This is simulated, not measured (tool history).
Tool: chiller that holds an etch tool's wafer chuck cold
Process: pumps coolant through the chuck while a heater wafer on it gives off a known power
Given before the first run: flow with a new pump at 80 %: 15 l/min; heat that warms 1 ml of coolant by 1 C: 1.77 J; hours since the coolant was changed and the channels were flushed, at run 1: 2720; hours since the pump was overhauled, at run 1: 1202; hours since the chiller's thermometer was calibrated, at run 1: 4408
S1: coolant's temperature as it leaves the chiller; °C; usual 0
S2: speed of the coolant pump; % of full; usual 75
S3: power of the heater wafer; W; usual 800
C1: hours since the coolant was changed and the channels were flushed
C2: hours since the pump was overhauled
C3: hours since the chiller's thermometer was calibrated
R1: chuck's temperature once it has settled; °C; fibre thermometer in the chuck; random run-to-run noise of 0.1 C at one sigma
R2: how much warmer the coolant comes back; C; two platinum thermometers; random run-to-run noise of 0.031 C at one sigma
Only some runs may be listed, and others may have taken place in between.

run	hour	S1	S2	S3	C1	C2	C3	R1	R2
1	0	0	75	800	2720	1202	4408	10.1	1.92
# hour 89.1: chiller's thermometer calibrated
2	92.9	0	75	800	2812	1294	4	9.9	1.98
3	168.4	0	78	800	2888	1369	79	9.7	1.86
4	236.6	0	78	800	2956	1438	147	9.7	1.9
5	338.6	0	75	800	3058	1540	249	9.8	1.98
6	408.2	-9	75	800	3127	1609	319	1.1	2.02
7	533.2	-9	75	800	3252	1734	444	1	1.97
8	603.9	-9	75	800	3323	1805	515	1.2	2.03
9	657.1	-9	75	800	3376	1858	568	1.2	2.01
10	713.6	-9	75	800	3433	1915	624	1.1	2.01
11	824.2	-9	75	800	3543	2025	735	1.3	2.04
12	935.5	-9	75	800	3655	2136	846	1.2	2.03
13	998.2	-9	75	800	3717	2199	909	1.3	1.93
14	1098.2	-9	75	800	3817	2299	1009	1.4	2

Forecast run 15:
15	1189.7	8	70	900	3909	2391	1101	?	?

{"run 15": {"R1": 20.1, "R2": 2.45}}
If the tool had no hidden condition, the same run with the same run-to-run variation would have returned R1 18.4 °C, R2 2.36 C.

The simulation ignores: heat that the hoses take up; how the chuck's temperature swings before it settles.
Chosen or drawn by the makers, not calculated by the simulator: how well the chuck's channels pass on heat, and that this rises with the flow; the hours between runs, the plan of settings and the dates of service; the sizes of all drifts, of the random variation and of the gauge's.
